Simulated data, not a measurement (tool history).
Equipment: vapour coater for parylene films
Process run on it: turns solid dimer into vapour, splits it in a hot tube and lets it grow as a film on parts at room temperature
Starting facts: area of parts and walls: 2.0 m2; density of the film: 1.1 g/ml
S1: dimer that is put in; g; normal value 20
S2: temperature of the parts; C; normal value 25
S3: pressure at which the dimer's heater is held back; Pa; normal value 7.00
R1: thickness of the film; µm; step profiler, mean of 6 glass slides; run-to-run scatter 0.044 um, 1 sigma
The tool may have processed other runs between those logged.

run   hour  S1  S2    S3    R1
  1    0.0  20  25  7.00  5.02
  2   11.0  20  25  7.00  5.13
  3   24.4  14  25  7.00  3.50
  4   40.4  24  25  7.00  6.04
  5   51.3  24  25  7.00  6.01
  6   72.0  24  25  7.00  5.95
  7   93.3  20  25  7.00  4.96
  8  111.5  20  25  7.00  4.90
  9  131.4  20  25  7.00  4.92
 10  150.4  20  30  7.00  4.32
 11  169.7  20  30  7.00  4.33
 12  179.7  20  30  7.00  4.37
 13  190.4  20  25  2.96  5.24
 14  199.9  20  25  7.00  4.83
 15  220.3  20  25  7.00  4.82
 16  229.9  20  25  7.00  4.75
 17  245.0  20  28  7.00  4.45
 18  261.1  20  28  7.00  4.40
 19  279.8  20  28  7.00  4.39
 20  289.6  20  17  7.00  5.63
     296.2  -- trap's valve overhauled
 21  306.9  20  37  7.00  4.13
 22  319.7  20  25  7.00  5.32
 23  338.1  20  25  7.00  5.25
 24  351.0  20  25  7.00  5.30
 25  363.2  31  32  2.44  7.68
 26  371.8  20  18  4.13  6.36
 27  383.2  21  35  2.20  4.86
 28  403.6  30  24  7.00  8.00
 29  416.1  21  25  2.68  5.88
 30  427.7  21  25  2.68  5.90
 31  440.4  31  21  8.04  8.53
 32  455.9  17  25  4.58  4.57
 33  472.9  15  25  5.32  4.00
 34  490.3  21  25  7.00  5.39
 35  508.9  21  18  7.00  6.24
 36  521.0  20  25  4.17  5.33
 37  535.4  20  27  4.17  5.12
 38  547.5  13  27  4.17  3.28
 39  563.2  18  28  8.70  4.21
 40  578.0  31  18  6.27  9.17
 41  595.3  20  20  7.00  5.55
 42  610.3  22  25  5.10  5.69
 43  622.6  20  37  7.00  3.81
 44  639.3  30  25  7.00  7.38
 45  649.8  27  28  7.00  6.23
 46  668.6  13  36  6.59  2.51
 47  679.5  15  25  5.68  3.70

Each row is a separate what-if for the run after 47, all from the same tool condition, not one after another. Results?
  A  695.2  20  21  7.66   ?
  B  695.2  15  35  5.68   ?
  C  695.2  31  36  2.82   ?

run    R1
  A  5.36
  B  2.99
  C  6.48
What these runs would have given with no unlogged condition in the tool:
run    R1
  A  5.82
  B  3.25
  C  7.04
